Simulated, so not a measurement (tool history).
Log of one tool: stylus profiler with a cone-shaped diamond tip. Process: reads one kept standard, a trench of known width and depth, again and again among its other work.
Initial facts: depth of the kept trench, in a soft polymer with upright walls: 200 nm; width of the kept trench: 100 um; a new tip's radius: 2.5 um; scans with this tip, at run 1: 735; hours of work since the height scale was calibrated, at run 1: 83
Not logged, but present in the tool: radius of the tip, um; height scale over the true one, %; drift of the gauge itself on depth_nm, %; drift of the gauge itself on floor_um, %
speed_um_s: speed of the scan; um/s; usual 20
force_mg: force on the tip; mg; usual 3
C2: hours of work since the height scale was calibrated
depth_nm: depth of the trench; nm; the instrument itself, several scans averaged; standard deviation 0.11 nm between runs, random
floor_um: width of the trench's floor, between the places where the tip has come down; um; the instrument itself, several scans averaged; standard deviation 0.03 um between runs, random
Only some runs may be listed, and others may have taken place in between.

Run 1, hour 0: usual settings; scans with this tip 735; C2 83. Result: depth_nm 203.27 nm, floor_um 97.86 um.
Run 2, hour 26.1: usual settings; scans with this tip 849; C2 96. Result: depth_nm 203.16 nm, floor_um 97.9 um.
Run 3, hour 51.7: usual settings; scans with this tip 961; C2 109. Result: depth_nm 203.19 nm, floor_um 97.93 um.
Run 4, hour 74.9: usual settings; scans with this tip 1063; C2 121. Result: depth_nm 203.19 nm, floor_um 97.87 um.
Run 5, hour 99: usual settings; scans with this tip 1168; C2 133. Result: depth_nm 203.27 nm, floor_um 97.9 um.
Run 6, hour 115.3: usual settings but force_mg 2.7 mg; scans with this tip 1240; C2 141. Result: depth_nm 202.88 nm, floor_um 97.81 um.
Run 7, hour 135.8: usual settings but force_mg 2.7 mg; scans with this tip 1330; C2 151. Result: depth_nm 202.88 nm, floor_um 97.84 um.
Run 8, hour 162.5: usual settings but force_mg 2.7 mg; scans with this tip 1447; C2 164. Result: depth_nm 202.82 nm, floor_um 97.84 um.
Run 9, hour 189.3: usual settings but force_mg 2.7 mg; scans with this tip 1564; C2 177. Result: depth_nm 202.73 nm, floor_um 97.83 um.
Run 10, hour 207: usual settings but force_mg 2.03 mg; scans with this tip 1641; C2 186. Result: depth_nm 202.27 nm, floor_um 97.88 um.
Run 11, hour 240.6: usual settings but force_mg 1.77 mg; scans with this tip 1788; C2 203. Result: depth_nm 201.95 nm, floor_um 97.82 um.
Run 12, hour 255.4: usual settings; scans with this tip 1853; C2 210. Result: depth_nm 202.97 nm, floor_um 97.8 um.
Run 13, hour 288.7: usual settings but force_mg 2.06 mg; scans with this tip 1999; C2 227. Result: depth_nm 202.27 nm, floor_um 97.83 um.
Run 14, hour 317.1: usual settings but force_mg 2.06 mg; scans with this tip 2123; C2 241. Result: depth_nm 202.25 nm, floor_um 97.74 um.
Run 15, hour 342.3: usual settings but speed_um_s 8 um/s, force_mg 2.06 mg; scans with this tip 2234; C2 253. Result: depth_nm 202.14 nm, floor_um 97.87 um.
Run 16, hour 375.3: usual settings; scans with this tip 2378; C2 270. Result: depth_nm 202.99 nm, floor_um 97.87 um.
Run 17, hour 396.5: usual settings; scans with this tip 2471; C2 280. Result: depth_nm 203.12 nm, floor_um 97.87 um.
Run 18, hour 427.9: usual settings; scans with this tip 2608; C2 296. Result: depth_nm 202.87 nm, floor_um 97.82 um.
Run 19, hour 449.4: usual settings; scans with this tip 2703; C2 307. Result: depth_nm 202.9 nm, floor_um 97.79 um.
Run 20, hour 465.7: usual settings; scans with this tip 2774; C2 315. Result: depth_nm 202.98 nm, floor_um 97.82 um.
Run 21, hour 492.9: usual settings; scans with this tip 2893; C2 328. Result: depth_nm 203.04 nm, floor_um 97.86 um.
Run 22, hour 509.1: usual settings; scans with this tip 2964; C2 336. Result: depth_nm 202.9 nm, floor_um 97.86 um.
Run 23, hour 538.1: usual settings; scans with this tip 3091; C2 351. Result: depth_nm 202.93 nm, floor_um 97.77 um.
Run 24, hour 568: usual settings but speed_um_s 10 um/s, force_mg 1.6 mg; scans with this tip 3222; C2 365. Result: depth_nm 201.76 nm, floor_um 97.8 um.
Run 25, hour 589.7: usual settings but force_mg 2.54 mg; scans with this tip 3316; C2 376. Result: depth_nm 202.68 nm, floor_um 97.78 um.
Run 26, hour 610.5: usual settings but speed_um_s 50 um/s, force_mg 1.41 mg; scans with this tip 3408; C2 387. Result: depth_nm 201.44 nm, floor_um 97.49 um.
Run 27, hour 629.3: usual settings but speed_um_s 17 um/s, force_mg 6.79 mg; scans with this tip 3490; C2 396. Result: depth_nm 205.05 nm, floor_um 97.85 um.
Run 28, hour 646.9: usual settings but force_mg 1.78 mg; scans with this tip 3567; C2 405. Result: depth_nm 201.88 nm, floor_um 97.77 um.
Run 29, hour 662.5: usual settings but force_mg 1.78 mg; scans with this tip 3635; C2 412. Result: depth_nm 201.92 nm, floor_um 97.7 um.
Run 30, hour 678.2: usual settings but speed_um_s 41 um/s, force_mg 1.91 mg; scans with this tip 3704; C2 420. Result: depth_nm 201.74 nm, floor_um 97.6 um.
Run 31, hour 692.4: usual settings but speed_um_s 41 um/s, force_mg 1.91 mg; scans with this tip 3766; C2 427. Result: depth_nm 202.05 nm, floor_um 97.54 um.
Run 32, hour 724.2: usual settings but speed_um_s 11 um/s, force_mg 4.26 mg; scans with this tip 3906; C2 443. Result: depth_nm 203.61 nm, floor_um 97.81 um.
Run 33, hour 743: usual settings but speed_um_s 67 um/s, force_mg 1.82 mg; scans with this tip 3988; C2 452. Result: depth_nm 202.01 nm, floor_um 97.37 um.
Run 34, hour 767: usual settings but speed_um_s 8 um/s, force_mg 1.55 mg; scans with this tip 4093; C2 464. Result: depth_nm 201.67 nm, floor_um 97.83 um.
Run 35, hour 786.2: usual settings but force_mg 1.22 mg; scans with this tip 4177; C2 474. Result: depth_nm 201.35 nm, floor_um 97.69 um.
Run 36, hour 812.3: usual settings but speed_um_s 8 um/s, force_mg 5.33 mg; scans with this tip 4291; C2 487. Result: depth_nm 204.2 nm, floor_um 97.81 um.
Run 37, hour 828.2: usual settings but speed_um_s 71 um/s, force_mg 5.22 mg; scans with this tip 4361; C2 495. Result: depth_nm 204.07 nm, floor_um 97.54 um.
Run 38, hour 852.1: usual settings but speed_um_s 9 um/s; scans with this tip 4465; C2 506. Result: depth_nm 203.06 nm, floor_um 97.8 um.
Run 39, hour 877.4: usual settings but speed_um_s 9 um/s; scans with this tip 4576; C2 519. Result: depth_nm 202.89 nm, floor_um 97.81 um.
Run 40, hour 906.4: usual settings but speed_um_s 11 um/s, force_mg 1.72 mg; scans with this tip 4703; C2 533. Result: depth_nm 201.69 nm, floor_um 97.85 um.
Run 41, hour 939.8: usual settings but speed_um_s 11 um/s, force_mg 1.72 mg; scans with this tip 4849; C2 550. Result: depth_nm 201.7 nm, floor_um 97.83 um.
Run 42, hour 965.5: usual settings but speed_um_s 7 um/s, force_mg 3.51 mg; scans with this tip 4962; C2 563. Result: depth_nm 203.21 nm, floor_um 97.76 um.
Run 43, hour 982: usual settings but speed_um_s 7 um/s, force_mg 3.51 mg; scans with this tip 5034; C2 571. Result: depth_nm 203.01 nm, floor_um 97.79 um.
Run 44, hour 1002.3: usual settings but speed_um_s 34 um/s; scans with this tip 5123; C2 581. Result: depth_nm 202.61 nm, floor_um 97.7 um.

Hidden state or all else? Some run-to-run changes of depth_nm, split into what the settings, what came in and random variation would give without the hidden state, and what is left for the hidden state (with any gauge scatter that isn't in both results):
Run 1 -> 2: settings left as they were, no log entry in between. depth_nm -0.11 nm: hidden state -0.02, all else -0.09.
Run 3 -> 4: settings left as they were, no log entry in between. depth_nm +0 nm: hidden state -0.02, all else +0.02.
Run 7 -> 8: settings left as they were, no log entry in between. depth_nm -0.06 nm: hidden state -0.02, all else -0.04.
Run 26 -> 27: speed_um_s 50 -> 17, force_mg 1.41 -> 6.79. depth_nm +3.61 nm: hidden state -0.02, all else +3.63.
Run 27 -> 28: speed_um_s 17 -> 20, force_mg 6.79 -> 1.78. depth_nm -3.17 nm: hidden state +0, all else -3.17.
Run 35 -> 36: speed_um_s 20 -> 8, force_mg 1.22 -> 5.33. depth_nm +2.85 nm: hidden state -0.02, all else +2.87.

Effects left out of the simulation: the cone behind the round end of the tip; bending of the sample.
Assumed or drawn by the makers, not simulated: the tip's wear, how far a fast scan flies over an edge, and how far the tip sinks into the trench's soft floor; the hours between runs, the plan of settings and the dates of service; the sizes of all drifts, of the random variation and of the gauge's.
